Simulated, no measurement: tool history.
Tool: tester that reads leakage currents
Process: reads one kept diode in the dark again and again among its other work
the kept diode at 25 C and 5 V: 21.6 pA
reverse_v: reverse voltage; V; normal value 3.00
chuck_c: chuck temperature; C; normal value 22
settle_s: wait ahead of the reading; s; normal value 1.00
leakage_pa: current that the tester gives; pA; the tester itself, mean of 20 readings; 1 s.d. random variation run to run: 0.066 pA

run	day	reverse_v	chuck_c	settle_s	leakage_pa
1	0.000	3.00	22	1.00	14.45
2	2.329	3.00	22	1.00	14.39
3	5.138	4.71	22	1.00	18.61
4	9.350	4.71	22	1.00	18.81
5	12.558	4.71	22	1.00	18.70
6	14.638	3.00	31	1.00	27.15
7	18.650	3.00	31	0.37	28.67
# day 18.942: tester calibrated
8	21.258	3.00	22	1.00	14.31
9	25.117	3.00	22	1.00	14.38
10	27.071	3.00	22	1.00	14.44
11	28.896	3.00	22	1.00	14.34
12	32.904	3.00	49	0.93	92.02
# day 34.221: tester calibrated, once more
13	36.029	3.00	25	1.00	17.69
14	38.521	2.76	24	0.98	15.73
15	40.296	18.06	22	1.00	44.04
16	44.050	18.06	22	1.00	44.39
17	47.492	18.06	22	1.00	44.24
18	51.612	18.06	22	1.00	44.40
19	54.133	1.65	22	0.44	10.99
20	56.892	1.65	22	0.44	10.87
21	59.188	1.12	22	1.21	8.15
22	63.492	3.00	23	1.00	15.38

Some steps in leakage_pa, run to run, broken into two amounts with sign: the step expected even without the hidden condition (settings, incoming material, random variation), and the rest, left for the hidden condition together with whatever gauge scatter is not in both the measured and the hidden-condition-free result:
The tool's hidden condition here consists of: stray current of the dirty probe card, pA a volt; current scale over the true one, %; true chuck temperature over the reading, C; drift of the gauge itself on leakage_pa, %.
Run 11 -> 12: chuck_c 22 -> 49, settle_s 1.00 -> 0.93. leakage_pa +77.68 pA: hidden state -4.40, all else +82.08.
Run 12 -> 13: chuck_c 49 -> 25, settle_s 0.93 -> 1.00, tester calibrated, once more. leakage_pa -74.33 pA: hidden state +4.25, all else -78.58.
Run 14 -> 15: reverse_v 2.76 -> 18.06, chuck_c 24 -> 22, settle_s 0.98 -> 1.00. leakage_pa +28.31 pA: hidden state +4.51, all else +23.80.
Run 18 -> 19: reverse_v 18.06 -> 1.65, settle_s 1.00 -> 0.44. leakage_pa -33.41 pA: hidden state -5.13, all else -28.28.
